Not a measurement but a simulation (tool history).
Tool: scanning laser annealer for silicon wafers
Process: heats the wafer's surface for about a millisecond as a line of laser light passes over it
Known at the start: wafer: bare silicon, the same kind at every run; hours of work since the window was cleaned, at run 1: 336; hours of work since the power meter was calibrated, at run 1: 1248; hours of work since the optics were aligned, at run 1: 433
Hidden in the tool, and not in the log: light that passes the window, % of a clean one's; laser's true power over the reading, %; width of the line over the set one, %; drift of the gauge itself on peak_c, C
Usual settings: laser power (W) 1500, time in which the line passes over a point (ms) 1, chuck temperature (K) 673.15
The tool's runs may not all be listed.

| run | day | laser power (W) | time in which the line passes over a point (ms) | chuck temperature (K) | hours of work since the window was cleaned | hours of work since the power meter was calibrated | hours of work since the optics were aligned | highest temperature of the surface (K) |
|---|---|---|---|---|---|---|---|---|
| 1 | 0 | 1500 | 1 | 673.15 | 336 | 1248 | 433 | 1463.15 |
| 2 | 3.121 | 1500 | 1 | 673.15 | 373 | 1285 | 470 | 1462.15 |
| 3 | 5.096 | 1500 | 0.75 | 673.15 | 396 | 1308 | 494 | 1362.15 |
| 4 | 7.733 | 1500 | 0.75 | 673.15 | 428 | 1340 | 525 | 1366.15 |
| 5 | 9.733 | 1500 | 1 | 673.15 | 452 | 1363 | 549 | 1459.15 |
| 6 | 11.921 | 1500 | 1 | 673.15 | 478 | 1389 | 575 | 1452.15 |
| 7 | 13.85 | 1500 | 1 | 673.15 | 501 | 1412 | 598 | 1456.15 |
| 8 | 16.046 | 1500 | 1 | 673.15 | 527 | 1438 | 624 | 1454.15 |
| 9 | 17.962 | 1500 | 1 | 673.15 | 550 | 1461 | 647 | 1450.15 |
| 10 | 21.083 | 1500 | 0.99 | 673.15 | 587 | 1498 | 684 | 1447.15 |
| 11 | 22.662 | 1289 | 1 | 673.15 | 606 | 1517 | 703 | 1313.15 |
|  | 24.25 | window over the wafer cleaned |
| 12 | 25.167 | 1500 | 1 | 673.15 | 11 | 1546 | 731 | 1468.15 |
| 13 | 28.175 | 1500 | 1 | 673.15 | 47 | 1582 | 767 | 1465.15 |
| 14 | 30.7 | 1500 | 1 | 673.15 | 77 | 1612 | 797 | 1460.15 |
| 15 | 34.192 | 1306 | 1 | 673.15 | 118 | 1653 | 839 | 1336.15 |
| 16 | 35.712 | 1306 | 1 | 673.15 | 136 | 1671 | 857 | 1334.15 |
|  | 37.679 | optics aligned, line set to its width |
| 17 | 37.925 | 1306 | 1 | 673.15 | 160 | 1695 | 3 | 1352.15 |
| 18 | 40.529 | 1306 | 1 | 673.15 | 191 | 1726 | 34 | 1348.15 |
| 19 | 42.717 | 1306 | 1 | 673.15 | 217 | 1752 | 60 | 1348.15 |
| 20 | 46.229 | 1519 | 1 | 673.15 | 259 | 1794 | 102 | 1485.15 |
| 21 | 48.1 | 1519 | 1 | 673.15 | 281 | 1816 | 124 | 1483.15 |
| 22 | 49.562 | 1402 | 0.73 | 672.15 | 299 | 1834 | 141 | 1308.15 |
| 23 | 52.788 | 1590 | 1 | 675.15 | 337 | 1872 | 180 | 1527.15 |
| 24 | 55.196 | 1626 | 1.17 | 679.15 | 366 | 1901 | 208 | 1614.15 |
| 25 | 57.942 | 1315 | 1 | 640.15 | 398 | 1934 | 241 | 1310.15 |
| 26 | 60.796 | 1525 | 1.19 | 643.15 | 432 | 1967 | 275 | 1507.15 |
| 27 | 64 | 1367 | 0.77 | 643.15 | 471 | 2006 | 313 | 1263.15 |
| 28 | 65.879 | 1367 | 0.77 | 643.15 | 493 | 2028 | 336 | 1259.15 |
| 29 | 68.483 | 1367 | 0.77 | 643.15 | 524 | 2059 | 367 | 1259.15 |
| 30 | 70.054 | 1367 | 0.77 | 643.15 | 543 | 2078 | 385 | 1259.15 |
| 31 | 73.496 | 1367 | 0.77 | 643.15 | 584 | 2119 | 426 | 1257.15 |
| 32 | 76.312 | 1541 | 1.05 | 662.15 | 617 | 2152 | 460 | 1476.15 |
|  | 76.883 | window over the wafer cleaned |
| 33 | 79.888 | 1541 | 1.05 | 662.15 | 36 | 2194 | 501 | 1498.15 |
| 34 | 82.325 | 1541 | 1.05 | 662.15 | 65 | 2223 | 530 | 1496.15 |
| 35 | 85.521 | 1340 | 1.08 | 662.15 | 103 | 2261 | 568 | 1372.15 |
| 36 | 87.817 | 1340 | 1.08 | 694.15 | 130 | 2288 | 596 | 1404.15 |
| 37 | 90.35 | 1414 | 1 | 666.15 | 160 | 2318 | 626 | 1394.15 |
| 38 | 92.325 | 1442 | 1.13 | 700.15 | 184 | 2342 | 649 | 1486.15 |
| 39 | 94.838 | 1325 | 0.76 | 673.15 | 214 | 2372 | 679 | 1262.15 |
| 40 | 96.933 | 1647 | 1.24 | 673.15 | 239 | 2397 | 704 | 1634.15 |

How the hidden state differs across the entries between the runs, from the last listed run before each to the first after it:
Between runs 11 and 12: window over the wafer cleaned (day 24.25)
  light that passes the window, % of a clean one's: 97.72 -> 99.73; laser's true power over the reading, %: -1.41 -> -1.44; width of the line over the set one, %: 2.74 -> 2.87
  measured less the result without the state, highest temperature of the surface (K): -44 -> -35
Between runs 16 and 17: optics aligned, line set to its width (day 37.679)
  light that passes the window, % of a clean one's: 99.28 -> 99.19; laser's true power over the reading, %: -1.57 -> -1.6; width of the line over the set one, %: 3.36 -> 0.05
  measured less the result without the state, highest temperature of the surface (K): -37 -> -21
Between runs 32 and 33: window over the wafer cleaned (day 76.883)
  light that passes the window, % of a clean one's: 97.57 -> 99.67; laser's true power over the reading, %: -2.07 -> -2.11; width of the line over the set one, %: 1.82 -> 1.98
  measured less the result without the state, highest temperature of the surface (K): -58 -> -38
